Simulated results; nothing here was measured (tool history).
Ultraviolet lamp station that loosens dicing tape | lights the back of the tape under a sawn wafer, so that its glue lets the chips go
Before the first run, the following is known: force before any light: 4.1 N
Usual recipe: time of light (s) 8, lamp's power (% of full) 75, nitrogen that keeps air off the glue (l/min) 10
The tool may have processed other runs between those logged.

run	day	time of light (s)	lamp's power (% of full)	nitrogen that keeps air off the glue (l/min)	force that peels the tape off (N)	light that reached the tape (J/m2)
1	0.000	8	75	10	0.693	2970
2	1.554	8	75	10	0.686	3020
3	3.108	8	75	10	0.684	2920
# day 3.404: window cleaned of glue's vapour
4	6.150	8	75	10	0.592	3280
5	8.158	10	75	10	0.419	4040
6	9.583	10	75	10	0.450	4000
7	12.621	10	75	10	0.449	3900
8	15.117	8	75	10	0.664	3040
9	18.342	8	75	10	0.699	3030
10	19.750	8	88	9	0.557	3530
11	21.754	8	88	9	0.545	3510
12	23.162	8	75	4	1.039	2900
13	25.212	6	75	10	1.031	2160
14	27.925	5	61	8	1.691	1480
15	29.383	11	75	10	0.464	3840
16	32.742	12	70	7	0.534	3770
17	35.179	8	75	10	0.774	2730
18	37.875	8	75	10	0.833	2690

Consider 5 possible next runs. They are alternatives, not a sequence: every one starts from the tool as it was left by run 18. What does each give?
# day 39.558: lamp changed
A	41.125	8	75	8	?	?
# day 39.558: lamp changed
B	41.125	8	67	8	?	?
# day 39.558: lamp changed
C	41.125	5	67	3	?	?
# day 39.558: lamp changed
D	41.125	4	63	3	?	?
# day 39.558: lamp changed
E	41.125	8	65	10	?	?

run	force that peels the tape off (N)	light that reached the tape (J/m2)
A	0.568	3640
B	0.657	3190
C	1.691	1980
D	2.109	1520
E	0.623	3100
Without the tool's hidden state the same runs would have given:
run	force that peels the tape off (N)	light that reached the tape (J/m2)
A	0.478	4070
B	0.554	3570
C	1.527	2220
D	1.950	1710
E	0.525	3470
